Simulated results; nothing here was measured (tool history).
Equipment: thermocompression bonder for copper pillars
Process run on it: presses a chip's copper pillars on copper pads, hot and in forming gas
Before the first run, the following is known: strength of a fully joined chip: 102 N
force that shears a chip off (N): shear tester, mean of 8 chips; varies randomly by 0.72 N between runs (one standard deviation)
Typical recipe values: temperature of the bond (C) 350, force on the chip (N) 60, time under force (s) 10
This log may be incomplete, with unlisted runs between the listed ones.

run	day	temperature of the bond (C)	force on the chip (N)	time under force (s)	force that shears a chip off (N)
1	0	350	60	10	45.3
2	0.629	350	60	10	44
3	1.512	369	60	10	54.7
4	2.258	369	60	10	53.4
5	2.875	350	60	6	36.7
6	3.862	360	60	10	48.4
7	4.492	364	60	10	48.9
8	4.908	364	60	10	50.2
9	5.571	350	60	7	37.5
10	6.346	350	60	7	37.9
11	7.121	350	60	7	44.5
12	7.8	350	60	7	44.4
13	8.183	350	74	10	59.9
14	8.929	350	74	10	57.2
15	9.367	350	60	17	59.7
16	9.925	350	60	17	58.4
17	10.404	350	60	17	57.9
18	11.096	350	60	10	53.1
19	11.921	350	60	10	54
20	12.754	350	60	21	67.1
21	13.292	375	71	19	82.7
22	14.204	375	71	19	80.7
23	14.988	375	71	19	82.4
24	15.912	375	71	10	72.4
25	16.296	350	58	9	50.6
26	16.838	358	42	8	40.7
27	17.292	338	40	10	34.3
28	17.925	328	60	10	42.8
29	18.533	338	52	27	57
30	19.058	343	45	21	48.9
31	19.508	343	45	21	50.6
32	20.246	353	59	12	55.3
33	20.779	347	72	8	53.4
34	21.588	347	64	22	66.5
35	22.375	375	60	10	62.7
36	22.771	370	60	14	68.2
37	23.35	347	38	5	26.3
38	23.812	327	38	16	32.6
39	24.692	327	38	16	33.1
40	25.608	352	72	13	62.8

Taken out of this log: 3 entries between the listed runs. Where each belongs, and how the hidden state differs across it:
Logged between run 5 and run 6: heater calibrated with a thermocouple chip (day 3.267)
  true temperature of the bond over the reading, C: -13.7 -> -16.5; oxide that the forming gas leaves, % of the face: 6.7 -> 6.99
  the result without the hidden state subtracted from the measured one, force that shears a chip off (N): -8.9 -> -11.7
Logged between run 10 and run 11: heater calibrated with a thermocouple chip, once more (day 6.567)
  true temperature of the bond over the reading, C: -16.9 -> 0.3; oxide that the forming gas leaves, % of the face: 7.78 -> 8
  the result without the hidden state subtracted from the measured one, force that shears a chip off (N): -11.1 -> -3.8
Logged between run 17 and run 18: forming gas filter changed (day 11.096)
  true temperature of the bond over the reading, C: -0.2 -> -0.3; oxide that the forming gas leaves, % of the face: 9.07 -> 0.7
  the result without the hidden state subtracted from the measured one, force that shears a chip off (N): -6.1 -> -0.7

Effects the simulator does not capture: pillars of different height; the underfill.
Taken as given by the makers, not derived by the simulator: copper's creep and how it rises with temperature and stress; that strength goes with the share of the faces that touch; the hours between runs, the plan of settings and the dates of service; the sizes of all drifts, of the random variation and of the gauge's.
